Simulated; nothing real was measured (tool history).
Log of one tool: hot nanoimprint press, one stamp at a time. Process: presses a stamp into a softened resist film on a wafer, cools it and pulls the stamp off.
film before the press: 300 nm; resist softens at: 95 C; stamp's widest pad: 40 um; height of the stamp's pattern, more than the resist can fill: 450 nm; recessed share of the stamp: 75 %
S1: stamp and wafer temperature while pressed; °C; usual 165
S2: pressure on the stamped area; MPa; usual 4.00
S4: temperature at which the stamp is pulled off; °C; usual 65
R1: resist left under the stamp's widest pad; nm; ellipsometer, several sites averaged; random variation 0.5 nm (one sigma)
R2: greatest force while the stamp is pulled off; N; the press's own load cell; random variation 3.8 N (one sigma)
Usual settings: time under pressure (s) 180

run 1 day=0.000 | S1=165 S2=4.00 time_under_pressure_(s)=180 S4=65 | R1=169.2 R2=216
-- day=0.742 stamp cleaned and given a new release coat
run 2 day=2.062 | S1=165 S2=4.00 time_under_pressure_(s)=180 S4=65 | R1=169.5 R2=182
run 3 day=3.642 | S1=165 S2=4.00 time_under_pressure_(s)=180 S4=65 | R1=168.6 R2=200
run 4 day=5.288 | S1=165 S2=4.00 time_under_pressure_(s)=180 S4=63 | R1=168.4 R2=212
-- day=5.946 stamp cleaned and given a new release coat
run 5 day=7.117 | S1=165 S2=4.06 time_under_pressure_(s)=180 S4=65 | R1=168.0 R2=190
run 6 day=9.475 | S1=165 S2=4.00 time_under_pressure_(s)=180 S4=65 | R1=167.6 R2=204
-- day=11.004 stamp cleaned and given a new release coat
run 7 day=11.829 | S1=165 S2=4.00 time_under_pressure_(s)=180 S4=65 | R1=168.3 R2=184
run 8 day=13.542 | S1=165 S2=4.00 time_under_pressure_(s)=180 S4=65 | R1=168.3 R2=196
-- day=16.183 stamp cleaned and given a new release coat
run 9 day=16.183 | S1=165 S2=4.00 time_under_pressure_(s)=100 S4=65 | R1=200.9 R2=180
run 10 day=18.742 | S1=165 S2=4.00 time_under_pressure_(s)=180 S4=65 | R1=166.9 R2=201
-- day=19.058 plate thermocouple calibrated
run 11 day=20.571 | S1=170 S2=4.00 time_under_pressure_(s)=180 S4=52 | R1=150.0 R2=244
-- day=21.492 stamp cleaned and given a new release coat
run 12 day=22.754 | S1=165 S2=4.00 time_under_pressure_(s)=183 S4=65 | R1=170.7 R2=189
run 13 day=24.300 | S1=154 S2=3.30 time_under_pressure_(s)=273 S4=65 | R1=212.1 R2=197
run 14 day=26.271 | S1=154 S2=3.30 time_under_pressure_(s)=273 S4=65 | R1=212.5 R2=219
-- day=26.658 stamp cleaned and given a new release coat
run 15 day=28.429 | S1=165 S2=5.06 time_under_pressure_(s)=266 S4=64 | R1=137.2 R2=202
run 16 day=30.588 | S1=165 S2=5.06 time_under_pressure_(s)=266 S4=64 | R1=137.3 R2=208
-- day=31.721 stamp cleaned and given a new release coat
run 17 day=33.225 | S1=163 S2=4.00 time_under_pressure_(s)=127 S4=65 | R1=200.5 R2=198
run 18 day=34.838 | S1=165 S2=4.00 time_under_pressure_(s)=93 S4=62 | R1=208.6 R2=203
-- day=36.908 stamp cleaned and given a new release coat
run 19 day=37.433 | S1=165 S2=2.50 time_under_pressure_(s)=132 S4=65 | R1=214.2 R2=186

Forecast each of these 5 alternatives for the next run:
run A day=38.708 | S1=153 S2=2.50 time_under_pressure_(s)=135 S4=65 | R1=? R2=?
run B day=38.708 | S1=165 S2=3.35 time_under_pressure_(s)=132 S4=65 | R1=? R2=?
run C day=38.708 | S1=168 S2=3.11 time_under_pressure_(s)=180 S4=65 | R1=? R2=?
run D day=38.708 | S1=175 S2=3.99 time_under_pressure_(s)=132 S4=65 | R1=? R2=?
run E day=38.708 | S1=174 S2=5.56 time_under_pressure_(s)=132 S4=53 | R1=? R2=?

run=A R1=257.4 R2=197
run=B R1=197.8 R2=190
run=C R1=171.2 R2=192
run=D R1=147.2 R2=185
run=E R1=134.0 R2=226
Without the tool's hidden state the same runs would have given:
run=A R1=256.8 R2=185
run=B R1=195.6 R2=178
run=C R1=169.2 R2=180
run=D R1=144.0 R2=174
run=E R1=129.1 R2=212
